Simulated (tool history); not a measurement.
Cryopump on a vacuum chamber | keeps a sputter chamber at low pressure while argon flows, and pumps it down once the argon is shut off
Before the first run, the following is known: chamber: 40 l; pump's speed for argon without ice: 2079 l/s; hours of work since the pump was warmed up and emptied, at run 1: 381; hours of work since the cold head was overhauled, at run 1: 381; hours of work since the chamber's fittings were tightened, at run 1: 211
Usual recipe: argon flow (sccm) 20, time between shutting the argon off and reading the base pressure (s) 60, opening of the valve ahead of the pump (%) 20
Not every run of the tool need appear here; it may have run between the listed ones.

| run | hour | argon flow (sccm) | time between shutting the argon off and reading the base pressure (s) | opening of the valve ahead of the pump (%) | hours of work since the pump was warmed up and emptied | hours of work since the cold head was overhauled | hours of work since the chamber's fittings were tightened | pressure while argon flows (Pa) | pressure after the wait (uPa) |
|---|---|---|---|---|---|---|---|---|---|
| 1 | 0.0 | 20 | 60 | 20 | 381 | 381 | 211 | 0.0848 | 0.77 |
| 2 | 18.4 | 20 | 60 | 20 | 389 | 389 | 219 | 0.0844 | 0.70 |
| 3 | 38.5 | 20 | 60 | 30 | 398 | 398 | 228 | 0.0575 | 0.74 |
| 4 | 53.5 | 20 | 60 | 20 | 404 | 404 | 234 | 0.0849 | 0.71 |
| 5 | 70.7 | 15 | 60 | 20 | 411 | 411 | 242 | 0.0624 | 0.71 |
| 6 | 95.0 | 20 | 60 | 36 | 422 | 422 | 252 | 0.0476 | 0.76 |
| 7 | 118.6 | 12 | 60 | 20 | 432 | 432 | 262 | 0.0514 | 0.71 |
| 8 | 133.9 | 20 | 60 | 20 | 439 | 439 | 269 | 0.0841 | 0.74 |
| 9 | 148.8 | 20 | 60 | 37 | 445 | 445 | 276 | 0.0478 | 0.76 |
| 10 | 168.8 | 20 | 60 | 37 | 454 | 454 | 284 | 0.0483 | 0.81 |
| 11 | 189.6 | 20 | 60 | 37 | 463 | 463 | 293 | 0.0480 | 0.75 |
| 12 | 203.3 | 20 | 60 | 37 | 469 | 469 | 299 | 0.0480 | 0.77 |
| 13 | 229.1 | 20 | 60 | 37 | 480 | 480 | 310 | 0.0479 | 0.76 |
| 14 | 249.3 | 20 | 60 | 37 | 489 | 489 | 319 | 0.0485 | 0.77 |
| 15 | 276.8 | 8 | 60 | 20 | 501 | 501 | 331 | 0.0346 | 0.82 |
| 16 | 300.6 | 8 | 60 | 20 | 511 | 511 | 341 | 0.0350 | 0.79 |
| 17 | 321.3 | 8 | 60 | 20 | 520 | 520 | 350 | 0.0346 | 0.80 |
| 18 | 332.7 | 8 | 60 | 31 | 525 | 525 | 355 | 0.0226 | 0.81 |
| 19 | 351.0 | 22 | 43 | 20 | 533 | 533 | 363 | 0.0946 | 0.99 |
| 20 | 368.6 | 29 | 162 | 20 | 540 | 540 | 371 | 0.1243 | 0.53 |
| 21 | 384.1 | 29 | 162 | 20 | 547 | 547 | 377 | 0.1248 | 0.51 |
| 22 | 410.1 | 22 | 283 | 15 | 558 | 558 | 389 | 0.1257 | 0.43 |
| 23 | 426.3 | 20 | 119 | 30 | 565 | 565 | 395 | 0.0599 | 0.62 |
| 24 | 453.2 | 27 | 60 | 20 | 577 | 577 | 407 | 0.1165 | 0.80 |
| 25 | 471.5 | 20 | 201 | 42 | 585 | 585 | 415 | 0.0438 | 0.53 |
| 26 | 492.4 | 37 | 231 | 20 | 594 | 594 | 424 | 0.1600 | 0.50 |
| 27 | 516.4 | 40 | 60 | 20 | 604 | 604 | 434 | 0.1727 | 0.86 |
| 28 | 542.8 | 8 | 27 | 49 | 616 | 616 | 446 | 0.0148 | 1.35 |
| 29 | 560.5 | 16 | 135 | 37 | 623 | 623 | 454 | 0.0388 | 0.58 |
| 30 | 581.5 | 39 | 26 | 52 | 632 | 632 | 463 | 0.0719 | 1.44 |
| 31 | 599.1 | 39 | 26 | 52 | 640 | 640 | 470 | 0.0729 | 1.48 |
| 32 | 615.3 | 39 | 26 | 52 | 647 | 647 | 477 | 0.0723 | 1.44 |
| 33 | 639.6 | 15 | 242 | 56 | 657 | 657 | 488 | 0.0259 | 0.54 |
| 34 | 661.1 | 8 | 216 | 20 | 667 | 667 | 497 | 0.0342 | 0.57 |
| 35 | 682.9 | 20 | 191 | 19 | 676 | 676 | 506 | 0.0913 | 0.59 |

What if the next run were any one of these 3? Each begins from the tool's condition after run 35:
| A | 711.1 | 33 | 66 | 49 | 688 | 688 | 519 | ? | ? |
| B | 711.1 | 33 | 60 | 20 | 688 | 688 | 519 | ? | ? |
| C | 711.1 | 10 | 191 | 16 | 688 | 688 | 519 | ? | ? |

| run | pressure while argon flows (Pa) | pressure after the wait (uPa) |
|---|---|---|
| A | 0.0655 | 0.83 |
| B | 0.1464 | 0.92 |
| C | 0.0552 | 0.57 |
Take away the tool's hidden state, keep each run's random variation, and the runs would have read:
| run | pressure while argon flows (Pa) | pressure after the wait (uPa) |
|---|---|---|
| A | 0.0543 | 0.52 |
| B | 0.1352 | 0.61 |
| C | 0.0518 | 0.26 |
